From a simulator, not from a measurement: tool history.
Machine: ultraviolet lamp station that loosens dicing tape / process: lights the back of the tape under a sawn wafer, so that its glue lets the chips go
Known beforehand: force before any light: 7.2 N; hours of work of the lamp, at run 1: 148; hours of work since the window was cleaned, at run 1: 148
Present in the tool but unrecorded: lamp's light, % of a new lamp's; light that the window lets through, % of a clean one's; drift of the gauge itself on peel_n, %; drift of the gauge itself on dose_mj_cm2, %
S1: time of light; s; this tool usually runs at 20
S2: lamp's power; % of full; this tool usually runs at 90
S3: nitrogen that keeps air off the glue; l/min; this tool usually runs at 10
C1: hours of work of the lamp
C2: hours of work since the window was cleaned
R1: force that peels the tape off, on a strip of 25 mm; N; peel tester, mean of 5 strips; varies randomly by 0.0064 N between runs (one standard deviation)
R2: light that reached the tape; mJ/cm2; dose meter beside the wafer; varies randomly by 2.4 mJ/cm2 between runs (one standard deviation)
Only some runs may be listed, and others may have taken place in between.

run,hour,S1,S2,S3,C1,C2,R1,R2
1,0,20,90,10,148,148,0.23,227
2,10.8,20,90,10,155,155,0.212,225
3,22.1,20,88,10,162,162,0.228,223
4,29.4,20,88,10,166,166,0.234,222
5,44.5,20,88,10,175,175,0.232,218
6,60.6,20,88,10,185,185,0.225,215
7,74.7,20,90,10,193,193,0.222,222
8,90.3,20,90,10,203,203,0.216,217
9,101.8,20,90,10,209,209,0.224,222
10,116.5,20,90,10,218,218,0.23,221
11,124.2,20,90,10,223,223,0.22,216
12,136,20,90,3,230,230,0.493,218
13,151.6,12,61,16,239,239,0.952,87
14,164.5,27,98,10,247,247,0.18,319
15,181.3,27,98,10,257,257,0.174,319
16,195.7,20,90,11,266,266,0.217,212
17,203.8,20,90,11,271,271,0.229,212
18,212.8,15,96,10,276,276,0.358,170
19,222.7,11,83,3,282,282,1.674,104
20,235.5,11,64,8,290,290,1.524,78
21,249.3,11,64,5,298,298,1.9,79

Measured result minus the same run's result without the hidden state. Both carry the same run-to-run variation, though not necessarily the same gauge scatter:
run,R1,R2
1,+0.019,-20
2,+0.018,-21
3,+0.023,-21
4,+0.024,-22
5,+0.025,-23
6,+0.026,-24
7,+0.025,-26
8,+0.025,-27
9,+0.029,-28
10,+0.029,-30
11,+0.031,-30
12,+0.115,-30
13,+0.215,-13
14,+0.006,-49
15,+0.006,-50
16,+0.034,-36
17,+0.036,-36
18,+0.088,-29
19,+0.355,-19
20,+0.355,-15
21,+0.4,-16
